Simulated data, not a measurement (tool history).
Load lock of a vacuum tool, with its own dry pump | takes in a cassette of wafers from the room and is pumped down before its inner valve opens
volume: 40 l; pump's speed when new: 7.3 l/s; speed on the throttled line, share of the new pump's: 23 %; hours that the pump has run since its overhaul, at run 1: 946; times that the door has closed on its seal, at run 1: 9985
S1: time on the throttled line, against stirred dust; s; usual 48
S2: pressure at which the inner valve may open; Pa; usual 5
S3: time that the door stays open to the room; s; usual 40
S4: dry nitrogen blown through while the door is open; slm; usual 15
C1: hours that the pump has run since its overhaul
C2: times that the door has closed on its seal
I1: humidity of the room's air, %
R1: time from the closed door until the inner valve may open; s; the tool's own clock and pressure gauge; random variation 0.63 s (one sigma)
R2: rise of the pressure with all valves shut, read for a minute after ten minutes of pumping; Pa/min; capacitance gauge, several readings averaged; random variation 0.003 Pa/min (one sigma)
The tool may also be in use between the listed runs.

Run 1, hour 0: usual settings; C1 946; C2 9985; I1 45.4. Result: R1 93.2 s, R2 0.159 Pa/min.
Run 2, hour 76.7: usual settings but S4 37 slm; C1 1022; C2 10310; I1 44.8. Result: R1 93.3 s, R2 0.154 Pa/min.
Run 3, hour 184.3: usual settings but S2 9 Pa; C1 1130; C2 10766; I1 45. Result: R1 90.2 s, R2 0.166 Pa/min.
Run 4, hour 267.2: usual settings but S3 107 s; C1 1213; C2 11117; I1 46.2. Result: R1 93.6 s, R2 0.186 Pa/min.
Run 5, hour 333.6: usual settings but S3 56 s; C1 1279; C2 11399; I1 46.2. Result: R1 93.7 s, R2 0.188 Pa/min.
Run 6, hour 408.4: usual settings but S3 56 s; C1 1354; C2 11716; I1 43.1. Result: R1 92.6 s, R2 0.196 Pa/min.
Run 7, hour 511.5: usual settings but S3 56 s; C1 1457; C2 12153; I1 45. Result: R1 93.9 s, R2 0.199 Pa/min.
Run 8, hour 597.5: usual settings; C1 1543; C2 12517; I1 47.3. Result: R1 94.3 s, R2 0.207 Pa/min.
Run 9, hour 710.2: usual settings; C1 1656; C2 12995; I1 44.3. Result: R1 93.7 s, R2 0.219 Pa/min.
Run 10, hour 828: usual settings; C1 1774; C2 13494; I1 47.3. Result: R1 93.6 s, R2 0.234 Pa/min.
Run 11, hour 912.9: usual settings; C1 1859; C2 13854; I1 42. Result: R1 94.8 s, R2 0.244 Pa/min.
Run 12, hour 981.1: usual settings but S3 51 s; C1 1927; C2 14143; I1 45.4. Result: R1 94.5 s, R2 0.246 Pa/min.
Run 13, hour 1042.6: usual settings but S3 51 s; C1 1988; C2 14404; I1 47.9. Result: R1 93.3 s, R2 0.249 Pa/min.
Run 14, hour 1154.3: usual settings but S4 11 slm; C1 2100; C2 14878; I1 45.4. Result: R1 94.1 s, R2 0.26 Pa/min.
Run 15, hour 1217.2: usual settings but S3 233 s, S4 11 slm; C1 2163; C2 15144; I1 42.9. Result: R1 93.8 s, R2 0.3 Pa/min.
Run 16, hour 1296.3: usual settings but S1 78 s, S2 7 Pa, S3 111 s; C1 2242; C2 15479; I1 42.9. Result: R1 114.4 s, R2 0.286 Pa/min.
Run 17, hour 1407.1: usual settings but S2 8 Pa, S4 6 slm; C1 2353; C2 15949; I1 42.7. Result: R1 90.2 s, R2 0.29 Pa/min.
Run 18, hour 1533.1: usual settings but S2 8 Pa, S3 71 s, S4 10 slm; C1 2479; C2 16483; I1 41.2. Result: R1 91.4 s, R2 0.307 Pa/min.
Run 19, hour 1606.9: usual settings but S2 8 Pa, S3 71 s, S4 10 slm; C1 2553; C2 16796; I1 45.6. Result: R1 91.6 s, R2 0.327 Pa/min.
Run 20, hour 1685.3: usual settings but S3 239 s; C1 2631; C2 17128; I1 45. Result: R1 95.1 s, R2 0.345 Pa/min.
Run 21, hour 1764.8: usual settings but S1 72 s, S2 8 Pa, S3 32 s, S4 8 slm; C1 2710; C2 17465; I1 44.9. Result: R1 110 s, R2 0.341 Pa/min.
Run 22, hour 1831.9: usual settings but S1 72 s, S2 8 Pa, S3 32 s, S4 8 slm; C1 2778; C2 17750; I1 46.5. Result: R1 109.3 s, R2 0.346 Pa/min.
Run 23, hour 1889.4: usual settings but S1 28 s, S2 9 Pa, S3 174 s, S4 35 slm; C1 2835; C2 17993; I1 43.2. Result: R1 75.4 s, R2 0.355 Pa/min.
Run 24, hour 2018.6: usual settings but S1 56 s, S2 10 Pa, S3 159 s; C1 2964; C2 18541; I1 45.9. Result: R1 95.3 s, R2 0.388 Pa/min.
Run 25, hour 2090.6: usual settings but S1 56 s, S2 10 Pa, S3 159 s; C1 3036; C2 18846; I1 46.2. Result: R1 97.2 s, R2 0.392 Pa/min.

Forecast each of these 4 alternatives for the next run:
Run A, hour 2192.6: usual settings but S1 56 s, S2 4 Pa, S3 159 s, S4 26 slm; C1 3138; C2 19279; I1 41.9. Result: R1 ?, R2 ?.
Run B, hour 2192.6: usual settings but S1 55 s, S2 10 Pa, S3 28 s; C1 3138; C2 19279; I1 46.1. Result: R1 ?, R2 ?.
Run C, hour 2192.6: usual settings but S3 120 s, S4 7 slm; C1 3138; C2 19279; I1 43.8. Result: R1 ?, R2 ?.
Run D, hour 2192.6: usual settings but S1 56 s, S2 4 Pa, S3 96 s, S4 25 slm; C1 3138; C2 19279; I1 44.2. Result: R1 ?, R2 ?.

run     R1     R2
  A  101.9  0.412
  B   95.2  0.403
  C     95  0.408
  D  103.1  0.395
Without the tool's hidden state the same runs would have given:
run     R1     R2
  A   99.2  0.024
  B     93  0.015
  C   92.3  0.032
  D  100.5  0.015
